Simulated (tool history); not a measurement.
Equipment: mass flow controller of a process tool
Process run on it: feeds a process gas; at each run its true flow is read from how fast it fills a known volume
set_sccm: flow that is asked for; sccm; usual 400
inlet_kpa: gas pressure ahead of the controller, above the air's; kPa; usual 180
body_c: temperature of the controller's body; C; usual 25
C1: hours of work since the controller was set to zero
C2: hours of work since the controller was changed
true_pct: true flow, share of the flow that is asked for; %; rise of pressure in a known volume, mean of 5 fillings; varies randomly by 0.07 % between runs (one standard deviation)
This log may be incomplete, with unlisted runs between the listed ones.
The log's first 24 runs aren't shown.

{"run": 25, "hour": 1305.3, "set_sccm": 495, "inlet_kpa": 262, "body_c": 20, "C1": 676, "C2": 676, "true_pct": 98.5}
{"run": 26, "hour": 1345.8, "set_sccm": 495, "inlet_kpa": 262, "body_c": 20, "C1": 690, "C2": 690, "true_pct": 98.46}
{"hour": 1350.1, "done": "controller's zero set anew"}
{"run": 27, "hour": 1389.4, "set_sccm": 495, "inlet_kpa": 262, "body_c": 20, "C1": 14, "C2": 706, "true_pct": 98.68}
{"run": 28, "hour": 1461.3, "set_sccm": 579, "inlet_kpa": 206, "body_c": 34, "C1": 40, "C2": 731, "true_pct": 100.5}
{"run": 29, "hour": 1526.0, "set_sccm": 507, "inlet_kpa": 206, "body_c": 39, "C1": 63, "C2": 754, "true_pct": 100.95}
{"run": 30, "hour": 1564.3, "set_sccm": 507, "inlet_kpa": 191, "body_c": 27, "C1": 76, "C2": 768, "true_pct": 99.82}
{"run": 31, "hour": 1620.3, "set_sccm": 507, "inlet_kpa": 191, "body_c": 27, "C1": 96, "C2": 788, "true_pct": 99.8}
{"run": 32, "hour": 1672.0, "set_sccm": 125, "inlet_kpa": 205, "body_c": 22, "C1": 115, "C2": 806, "true_pct": 99.27}
{"run": 33, "hour": 1727.1, "set_sccm": 400, "inlet_kpa": 176, "body_c": 27, "C1": 134, "C2": 826, "true_pct": 99.72}
{"run": 34, "hour": 1777.1, "set_sccm": 400, "inlet_kpa": 176, "body_c": 27, "C1": 152, "C2": 844, "true_pct": 99.96}
{"hour": 1797.9, "done": "controller's zero set anew, once more"}
{"run": 35, "hour": 1821.1, "set_sccm": 400, "inlet_kpa": 176, "body_c": 27, "C1": 8, "C2": 859, "true_pct": 99.65}
{"run": 36, "hour": 1872.0, "set_sccm": 400, "inlet_kpa": 176, "body_c": 20, "C1": 26, "C2": 877, "true_pct": 98.93}
{"run": 37, "hour": 1926.4, "set_sccm": 400, "inlet_kpa": 260, "body_c": 38, "C1": 46, "C2": 897, "true_pct": 99.92}
{"run": 38, "hour": 1971.1, "set_sccm": 486, "inlet_kpa": 204, "body_c": 33, "C1": 62, "C2": 913, "true_pct": 100.07}
{"run": 39, "hour": 2034.4, "set_sccm": 486, "inlet_kpa": 204, "body_c": 33, "C1": 84, "C2": 935, "true_pct": 100.16}
{"run": 40, "hour": 2076.5, "set_sccm": 994, "inlet_kpa": 152, "body_c": 33, "C1": 99, "C2": 950, "true_pct": 101.37}
{"run": 41, "hour": 2130.4, "set_sccm": 994, "inlet_kpa": 152, "body_c": 33, "C1": 118, "C2": 969, "true_pct": 101.4}
{"run": 42, "hour": 2182.9, "set_sccm": 207, "inlet_kpa": 230, "body_c": 29, "C1": 137, "C2": 988, "true_pct": 99.17}
{"run": 43, "hour": 2246.5, "set_sccm": 207, "inlet_kpa": 230, "body_c": 29, "C1": 160, "C2": 1011, "true_pct": 99.27}

Predict each of these 4 candidate next runs independently; none follows another, all start after run 43:
{"run": "A", "hour": 2279.9, "set_sccm": 400, "inlet_kpa": 180, "body_c": 38, "C1": 172, "C2": 1023, "true_pct": "?"}
{"run": "B", "hour": 2279.9, "set_sccm": 740, "inlet_kpa": 180, "body_c": 25, "C1": 172, "C2": 1023, "true_pct": "?"}
{"run": "C", "hour": 2279.9, "set_sccm": 114, "inlet_kpa": 203, "body_c": 36, "C1": 172, "C2": 1023, "true_pct": "?"}
{"run": "D", "hour": 2279.9, "set_sccm": 396, "inlet_kpa": 193, "body_c": 25, "C1": 172, "C2": 1023, "true_pct": "?"}

run=A true_pct=100.58
run=B true_pct=99.99
run=C true_pct=99.99
run=D true_pct=99.34
The same runs, with their run-to-run variation unchanged, on a tool lacking any hidden condition would have given:
run=A true_pct=100.14
run=B true_pct=99.6
run=C true_pct=99.25
run=D true_pct=98.89
